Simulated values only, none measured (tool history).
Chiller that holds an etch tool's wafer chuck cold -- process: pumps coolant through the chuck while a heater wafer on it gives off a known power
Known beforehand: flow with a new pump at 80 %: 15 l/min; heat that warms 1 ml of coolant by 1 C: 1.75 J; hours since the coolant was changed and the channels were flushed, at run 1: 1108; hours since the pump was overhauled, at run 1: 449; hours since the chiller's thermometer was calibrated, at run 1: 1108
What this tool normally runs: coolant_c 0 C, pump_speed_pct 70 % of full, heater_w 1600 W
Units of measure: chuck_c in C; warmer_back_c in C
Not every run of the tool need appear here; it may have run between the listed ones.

run    hour  coolant_c  pump_speed_pct  heater_w  hours since the coolant was changed and the channels were flushed  hours since the pump was overhauled  hours since the chiller's thermometer was calibrated  chuck_c  warmer_back_c
  1     0.0          0              70      1600                                                               1108                                  449                                                  1108     11.4           4.18
  2   143.9          0              70      1600                                                               1252                                  593                                                  1252     11.5           4.16
  3   208.6          0              70      1600                                                               1317                                  658                                                  1317     11.6           4.17
  4   281.9          0              70      1600                                                               1390                                  731                                                  1390     11.5           4.23
  5   429.8          0              70      1600                                                               1538                                  879                                                  1538     11.5           4.25
  6   555.9          0              70      1600                                                               1664                                 1005                                                  1664     11.5           4.26
  7   637.3          0              70      1600                                                               1745                                 1086                                                  1745     11.6           4.19
  8   781.2          0              70      1600                                                               1889                                 1230                                                  1889     11.5           4.23
  9   917.9          0              70      2190                                                               2026                                 1367                                                  2026     16.1           5.77
 10   995.6          0              70      2190                                                               2103                                 1445                                                  2103     15.8           5.83
 11  1074.1          0              70      1600                                                               2182                                 1523                                                  2182     11.7           4.26
 12  1197.7          0              70      1336                                                               2306                                 1647                                                  2306      9.7           3.62
 13  1341.0          0              71      1336                                                               2449                                 1790                                                  2449      9.6           3.55
 14  1484.2          0              71      1336                                                               2592                                 1933                                                  2592      9.6           3.58
 15  1622.0          9              70      1600                                                               2730                                 2071                                                  2730     20.7           4.33
 16  1770.0          9              70      1600                                                               2878                                 2219                                                  2878     20.5           4.37
 17  1848.4          9              70      1600                                                               2956                                 2297                                                  2956     20.5           4.39
 18  1924.7          0              70      1537                                                               3033                                 2374                                                  3033     11.1           4.17
 19  2014.9          8              70      1537                                                               3123                                 2464                                                  3123     19.1           4.24
 20  2085.5          8              70      1537                                                               3193                                 2535                                                  3193     19.1           4.24
 21  2222.0          8              70      1537                                                               3330                                 2671                                                  3330     19.4           4.28
     2336.0  -- coolant changed, channels flushed
     2351.6  -- chiller's thermometer calibrated
 22  2355.8          8              70      1537                                                                 19                                 2798                                                     4     19.1           4.25
 23  2482.9          8              70      1537                                                                146                                 2925                                                   131     19.3           4.22
 24  2577.6          8             100      1101                                                                241                                 3020                                                   226     14.0           2.27
 25  2685.4         -9             100      2395                                                                348                                 3127                                                   334      4.3           4.63
 26  2824.5         -5              70      1600                                                                488                                 3267                                                   473      6.6           4.45
 27  2894.4         -2              70      1685                                                                557                                 3336                                                   543     10.2           4.66
 28  3006.0         -7              69      1600                                                                669                                 3448                                                   654      4.6           4.56
 29  3074.0         -7              69      1600                                                                737                                 3516                                                   722      4.8           4.50

Consider 4 possible next runs. They are alternatives, not a sequence: every one starts from the tool as it was left by run 29. What does each give?
  A  3231.5         -7              83       858                                                                894                                 3673                                                   880        ?              ?
  B  3231.5         -2              70       823                                                                894                                 3673                                                   880        ?              ?
  C  3231.5         -7              69       899                                                                894                                 3673                                                   880        ?              ?
  D  3231.5          0              85      1288                                                                894                                 3673                                                   880        ?              ?

run  chuck_c  warmer_back_c
  A     -1.6           2.19
  B      3.9           2.43
  C     -0.4           2.66
  D      7.9           3.17
With the hidden condition removed and each run's random variation left untouched, the same runs would have given:
run  chuck_c  warmer_back_c
  A     -1.6           1.89
  B      3.9           2.13
  C     -0.4           2.36
  D      7.9           2.87
